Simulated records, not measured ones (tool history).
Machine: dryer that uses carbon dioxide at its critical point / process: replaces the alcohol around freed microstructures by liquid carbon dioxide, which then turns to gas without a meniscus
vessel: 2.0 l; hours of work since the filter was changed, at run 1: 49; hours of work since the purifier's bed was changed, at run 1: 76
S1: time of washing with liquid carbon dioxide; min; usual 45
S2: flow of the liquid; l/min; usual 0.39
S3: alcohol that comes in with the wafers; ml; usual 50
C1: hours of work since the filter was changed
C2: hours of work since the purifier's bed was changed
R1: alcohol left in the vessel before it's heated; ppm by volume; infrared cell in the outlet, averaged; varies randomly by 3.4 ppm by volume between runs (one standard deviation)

{"run": 1, "hour": 0.0, "S1": 45, "S2": 0.39, "S3": 50, "C1": 49, "C2": 76, "R1": 39}
{"run": 2, "hour": 8.9, "S1": 45, "S2": 0.39, "S3": 50, "C1": 53, "C2": 81, "R1": 46}
{"run": 3, "hour": 15.0, "S1": 31, "S2": 0.39, "S3": 50, "C1": 57, "C2": 84, "R1": 229}
{"run": 4, "hour": 20.5, "S1": 31, "S2": 0.39, "S3": 50, "C1": 60, "C2": 87, "R1": 229}
{"run": 5, "hour": 28.5, "S1": 31, "S2": 0.39, "S3": 50, "C1": 64, "C2": 92, "R1": 235}
{"run": 6, "hour": 34.1, "S1": 45, "S2": 0.39, "S3": 38, "C1": 67, "C2": 95, "R1": 32}
{"run": 7, "hour": 39.7, "S1": 34, "S2": 0.39, "S3": 38, "C1": 70, "C2": 98, "R1": 125}
{"run": 8, "hour": 45.6, "S1": 34, "S2": 0.39, "S3": 38, "C1": 73, "C2": 101, "R1": 120}
{"run": 9, "hour": 52.5, "S1": 45, "S2": 0.39, "S3": 50, "C1": 77, "C2": 105, "R1": 40}
{"run": 10, "hour": 59.4, "S1": 45, "S2": 0.39, "S3": 50, "C1": 81, "C2": 108, "R1": 40}
{"run": 11, "hour": 66.0, "S1": 45, "S2": 0.39, "S3": 50, "C1": 84, "C2": 112, "R1": 40}
{"run": 12, "hour": 74.1, "S1": 45, "S2": 0.39, "S3": 50, "C1": 89, "C2": 116, "R1": 41}
{"run": 13, "hour": 84.9, "S1": 45, "S2": 0.39, "S3": 50, "C1": 94, "C2": 122, "R1": 44}
{"run": 14, "hour": 92.1, "S1": 45, "S2": 0.39, "S3": 50, "C1": 98, "C2": 126, "R1": 44}
{"run": 15, "hour": 97.1, "S1": 45, "S2": 0.39, "S3": 50, "C1": 101, "C2": 129, "R1": 51}
{"run": 16, "hour": 103.9, "S1": 45, "S2": 0.39, "S3": 50, "C1": 105, "C2": 132, "R1": 48}
{"run": 17, "hour": 109.3, "S1": 45, "S2": 0.39, "S3": 50, "C1": 108, "C2": 135, "R1": 46}
{"run": 18, "hour": 119.3, "S1": 45, "S2": 0.407, "S3": 50, "C1": 113, "C2": 141, "R1": 38}
{"run": 19, "hour": 124.5, "S1": 45, "S2": 0.39, "S3": 35, "C1": 116, "C2": 144, "R1": 42}
{"run": 20, "hour": 129.8, "S1": 45, "S2": 0.39, "S3": 35, "C1": 119, "C2": 146, "R1": 34}
{"run": 21, "hour": 134.9, "S1": 45, "S2": 0.39, "S3": 35, "C1": 121, "C2": 149, "R1": 39}
{"run": 22, "hour": 143.1, "S1": 37, "S2": 0.632, "S3": 26, "C1": 126, "C2": 154, "R1": 17}
{"run": 23, "hour": 151.9, "S1": 37, "S2": 0.632, "S3": 51, "C1": 131, "C2": 158, "R1": 24}
{"run": 24, "hour": 158.7, "S1": 37, "S2": 0.632, "S3": 51, "C1": 134, "C2": 162, "R1": 24}
{"run": 25, "hour": 165.5, "S1": 47, "S2": 0.318, "S3": 31, "C1": 138, "C2": 166, "R1": 61}
{"run": 26, "hour": 171.3, "S1": 35, "S2": 0.327, "S3": 29, "C1": 141, "C2": 169, "R1": 210}
{"run": 27, "hour": 177.3, "S1": 68, "S2": 0.348, "S3": 29, "C1": 144, "C2": 172, "R1": 16}
{"run": 28, "hour": 184.3, "S1": 45, "S2": 0.39, "S3": 36, "C1": 148, "C2": 176, "R1": 42}
{"run": 29, "hour": 189.7, "S1": 33, "S2": 0.386, "S3": 42, "C1": 151, "C2": 179, "R1": 191}
{"run": 30, "hour": 196.6, "S1": 33, "S2": 0.386, "S3": 42, "C1": 155, "C2": 183, "R1": 188}
{"run": 31, "hour": 207.5, "S1": 30, "S2": 0.388, "S3": 56, "C1": 161, "C2": 188, "R1": 374}
{"run": 32, "hour": 217.2, "S1": 47, "S2": 0.547, "S3": 50, "C1": 166, "C2": 194, "R1": 18}
{"run": 33, "hour": 225.9, "S1": 45, "S2": 0.324, "S3": 50, "C1": 171, "C2": 198, "R1": 127}
{"run": 34, "hour": 231.2, "S1": 45, "S2": 0.638, "S3": 50, "C1": 174, "C2": 201, "R1": 25}
{"run": 35, "hour": 238.1, "S1": 52, "S2": 0.234, "S3": 50, "C1": 177, "C2": 205, "R1": 282}

For some of the steps in R1 from one run to the next: how much would appear even if the tool had no hidden state, given the settings, what came in and random variation, and how much remains for the hidden state plus any gauge scatter that the measured result and the result without hidden state don't share?
What the log doesn't record here: flow that reaches the vessel past the clogged filter, %; alcohol in the recycled carbon dioxide, ppm; drift of the gauge itself on alcohol_ppm, %.
Run 5 -> 6: S1 31 -> 45, S3 50 -> 38. R1 -203 ppm by volume: hidden state -24, all else -179.
Run 30 -> 31: S1 33 -> 30, S2 0.386 -> 0.388, S3 42 -> 56. R1 +186 ppm by volume: hidden state +48, all else +138.
Run 31 -> 32: S1 30 -> 47, S2 0.388 -> 0.547, S3 56 -> 50. R1 -356 ppm by volume: hidden state -94, all else -262.
Run 34 -> 35: S1 45 -> 52, S2 0.638 -> 0.234. R1 +257 ppm by volume: hidden state +79, all else +178.
